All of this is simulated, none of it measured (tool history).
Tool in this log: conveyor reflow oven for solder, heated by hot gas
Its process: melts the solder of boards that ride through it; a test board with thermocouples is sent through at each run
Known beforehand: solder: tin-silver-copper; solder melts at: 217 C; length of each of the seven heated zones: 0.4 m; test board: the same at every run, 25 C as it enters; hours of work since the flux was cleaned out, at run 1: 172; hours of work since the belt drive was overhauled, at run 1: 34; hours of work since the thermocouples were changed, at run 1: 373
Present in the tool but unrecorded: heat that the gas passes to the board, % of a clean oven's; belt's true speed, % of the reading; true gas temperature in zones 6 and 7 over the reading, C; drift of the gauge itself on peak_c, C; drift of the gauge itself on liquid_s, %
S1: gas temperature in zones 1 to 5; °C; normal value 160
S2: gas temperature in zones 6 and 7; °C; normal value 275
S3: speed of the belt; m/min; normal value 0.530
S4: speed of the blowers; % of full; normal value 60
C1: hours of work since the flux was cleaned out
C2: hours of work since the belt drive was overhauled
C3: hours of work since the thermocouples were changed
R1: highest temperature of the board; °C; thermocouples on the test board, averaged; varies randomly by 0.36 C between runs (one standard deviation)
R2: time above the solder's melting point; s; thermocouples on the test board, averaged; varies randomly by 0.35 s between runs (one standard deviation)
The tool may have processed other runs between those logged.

run 1 hour=0.0 | S1=160 S2=275 S3=0.530 S4=60 | C1=172 C2=34 C3=373 | R1=253.2 R2=61.7
run 2 hour=8.4 | S1=160 S2=275 S3=0.530 S4=60 | C1=177 C2=39 C3=378 | R1=252.7 R2=60.9
run 3 hour=13.8 | S1=160 S2=275 S3=0.438 S4=60 | C1=180 C2=42 C3=381 | R1=259.8 R2=83.8
run 4 hour=22.5 | S1=160 S2=275 S3=0.438 S4=60 | C1=185 C2=47 C3=386 | R1=259.9 R2=84.4
run 5 hour=26.3 | S1=160 S2=275 S3=0.438 S4=60 | C1=187 C2=50 C3=388 | R1=259.9 R2=83.8
run 6 hour=33.2 | S1=160 S2=275 S3=0.438 S4=60 | C1=191 C2=54 C3=392 | R1=259.9 R2=83.6
run 7 hour=39.6 | S1=160 S2=275 S3=0.459 S4=60 | C1=195 C2=58 C3=396 | R1=257.8 R2=77.5
run 8 hour=48.4 | S1=160 S2=275 S3=0.530 S4=60 | C1=200 C2=63 C3=401 | R1=252.7 R2=61.3
run 9 hour=53.9 | S1=160 S2=275 S3=0.530 S4=60 | C1=204 C2=66 C3=405 | R1=253.3 R2=62.2
run 10 hour=62.4 | S1=160 S2=275 S3=0.530 S4=82 | C1=209 C2=71 C3=410 | R1=257.7 R2=66.6
run 11 hour=66.9 | S1=160 S2=275 S3=0.530 S4=60 | C1=211 C2=74 C3=412 | R1=252.8 R2=61.1
run 12 hour=75.5 | S1=160 S2=275 S3=0.530 S4=60 | C1=217 C2=79 C3=418 | R1=253.3 R2=62.2
run 13 hour=83.0 | S1=160 S2=275 S3=0.530 S4=60 | C1=221 C2=83 C3=422 | R1=252.6 R2=61.8
run 14 hour=90.7 | S1=160 S2=275 S3=0.432 S4=60 | C1=225 C2=88 C3=427 | R1=260.7 R2=85.1
run 15 hour=96.1 | S1=160 S2=275 S3=0.432 S4=60 | C1=229 C2=91 C3=430 | R1=259.5 R2=85.4
run 16 hour=100.6 | S1=160 S2=275 S3=0.530 S4=60 | C1=231 C2=94 C3=432 | R1=252.3 R2=61.5
run 17 hour=107.4 | S1=169 S2=287 S3=0.530 S4=60 | C1=235 C2=98 C3=436 | R1=265.3 R2=73.9
run 18 hour=113.1 | S1=169 S2=287 S3=0.530 S4=60 | C1=239 C2=101 C3=440 | R1=264.7 R2=74.8
run 19 hour=121.9 | S1=146 S2=287 S3=0.577 S4=73 | C1=244 C2=106 C3=445 | R1=260.0 R2=58.2
run 20 hour=130.6 | S1=146 S2=287 S3=0.577 S4=73 | C1=249 C2=112 C3=450 | R1=260.3 R2=58.0
run 21 hour=139.4 | S1=164 S2=289 S3=0.611 S4=67 | C1=254 C2=117 C3=455 | R1=261.0 R2=60.4
run 22 hour=143.7 | S1=150 S2=264 S3=0.498 S4=60 | C1=257 C2=119 C3=458 | R1=243.4 R2=53.5
run 23 hour=148.9 | S1=150 S2=289 S3=0.498 S4=60 | C1=260 C2=122 C3=461 | R1=265.9 R2=73.2
run 24 hour=154.8 | S1=170 S2=280 S3=0.623 S4=72 | C1=264 C2=126 C3=465 | R1=255.4 R2=57.2
run 25 hour=159.4 | S1=165 S2=287 S3=0.493 S4=55 | C1=266 C2=129 C3=467 | R1=265.3 R2=79.6
run 26 hour=166.8 | S1=150 S2=287 S3=0.584 S4=59 | C1=271 C2=133 C3=472 | R1=255.6 R2=54.4
run 27 hour=176.1 | S1=157 S2=279 S3=0.593 S4=75 | C1=276 C2=139 C3=477 | R1=253.9 R2=55.4
run 28 hour=181.9 | S1=161 S2=275 S3=0.553 S4=68 | C1=280 C2=142 C3=481 | R1=253.4 R2=59.7
run 29 hour=187.3 | S1=146 S2=273 S3=0.541 S4=87 | C1=283 C2=145 C3=484 | R1=253.4 R2=57.9
run 30 hour=192.0 | S1=169 S2=275 S3=0.530 S4=60 | C1=286 C2=148 C3=487 | R1=254.6 R2=66.7

Predict each of these 4 candidate next runs independently; none follows another, all start after run 30:
run A hour=196.8 | S1=165 S2=275 S3=0.530 S4=81 | C1=289 C2=151 C3=490 | R1=? R2=?
run B hour=196.8 | S1=159 S2=275 S3=0.469 S4=63 | C1=289 C2=151 C3=490 | R1=? R2=?
run C hour=196.8 | S1=169 S2=265 S3=0.536 S4=65 | C1=289 C2=151 C3=490 | R1=? R2=?
run D hour=196.8 | S1=169 S2=275 S3=0.530 S4=60 | C1=289 C2=151 C3=490 | R1=? R2=?

run=A R1=258.1 R2=69.0
run=B R1=258.8 R2=75.4
run=C R1=246.2 R2=58.9
run=D R1=254.3 R2=65.8
What these runs would have given with no unlogged condition in the tool:
run=A R1=258.3 R2=69.2
run=B R1=259.0 R2=75.6
run=C R1=246.4 R2=59.2
run=D R1=254.5 R2=66.0

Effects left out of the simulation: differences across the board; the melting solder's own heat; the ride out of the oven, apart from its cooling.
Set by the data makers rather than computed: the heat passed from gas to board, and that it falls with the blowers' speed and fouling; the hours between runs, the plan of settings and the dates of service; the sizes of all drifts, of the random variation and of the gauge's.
